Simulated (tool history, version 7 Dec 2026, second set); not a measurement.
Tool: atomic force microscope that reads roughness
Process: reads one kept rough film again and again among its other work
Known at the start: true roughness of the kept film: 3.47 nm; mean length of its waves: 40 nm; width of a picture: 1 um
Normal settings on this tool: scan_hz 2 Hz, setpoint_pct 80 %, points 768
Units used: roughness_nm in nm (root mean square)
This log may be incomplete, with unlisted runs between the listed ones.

run    hour  scan_hz  setpoint_pct  points  roughness_nm
  1       0        2            80     768         2.631
       72.6  -- new tip fitted
  2    77.7        2            80     768         2.658
  3     143        2            80     768         2.433
      154.5  -- new tip fitted
  4   185.1        2            80     768         2.542
      236.7  -- new tip fitted
  5   259.8        2            80     768         2.599
  6   313.4        2            80     768         2.376
      318.4  -- new tip fitted
  7   386.7        2            80     768         2.392
      403.2  -- new tip fitted
  8   426.9        2            80     768          2.61
      488.9  -- new tip fitted
  9     502        2            80     768         2.632
 10   535.6        2            80     768         2.476
      573.9  -- new tip fitted
 11   579.3        2            80     296         2.638
 12   645.5        2            80     422         2.435
      655.4  -- new tip fitted
 13     716        2            80     738         2.458
      738.2  -- new tip fitted
 14     748        2            68     768         2.866
 15   816.8        2            68     768         2.593
      824.3  -- new tip fitted
 16   878.2        2            68     768         2.695
      909.8  -- new tip fitted
 17   956.6        2            65     768         2.783
      991.9  -- new tip fitted
 18  1030.1        2            65     768         2.813
     1074.1  -- new tip fitted
 19  1097.4        2            65     768         2.857
       1159  -- new tip fitted
 20  1170.1        2            80     768         2.632
 21  1210.6     0.65            86     543         2.748
     1243.6  -- new tip fitted
 22  1267.1     0.82            66     857         3.008
 23  1313.9     0.56            66     354         2.813
     1328.1  -- new tip fitted
 24  1358.8     0.56            66     354         2.965
     1411.6  -- new tip fitted
 25    1413     0.56            66     354         3.144
 26  1471.2     1.01            58     793         2.852
     1494.6  -- new tip fitted
 27  1506.2     2.88            72     292         2.615
 28  1571.8     1.79            87     661         2.306
     1577.8  -- new tip fitted
 29    1607     1.27            56     439         2.962
 30  1646.7     3.03            56     347         2.684
     1660.7  -- new tip fitted
 31  1698.8     3.03            56     347          2.78
     1745.7  -- new tip fitted
 32  1758.7     1.44            80     464         2.706
 33  1807.6     1.44            80     464         2.553
     1832.9  -- new tip fitted
 34  1847.2     3.29            80     532         2.335
 35  1882.6     3.29            80     532         2.214
     1918.3  -- new tip fitted
 36  1950.6     0.82            64     471         2.945
     1999.9  -- new tip fitted
 37  2006.6     2.07            55     608         3.004
 38  2073.9     2.07            55     608         2.734
     2086.5  -- new tip fitted
 39    2126     2.07            55     608         2.892

Predict each of these 4 candidate next runs independently; none follows another, all start after run 39:
     2168.7  -- new tip fitted
  A  2176     0.67            58     335             ?
     2168.7  -- new tip fitted
  B  2176     2.07            86     876             ?
     2168.7  -- new tip fitted
  C  2176     0.51            67     315             ?
     2168.7  -- new tip fitted
  D  2176     1.91            77     768             ?

run  roughness_nm
  A         3.071
  B         2.454
  C         3.061
  D         2.681
Had the tool no hidden state, the same runs would have come out as:
run  roughness_nm
  A         3.195
  B         2.553
  C         3.184
  D         2.789
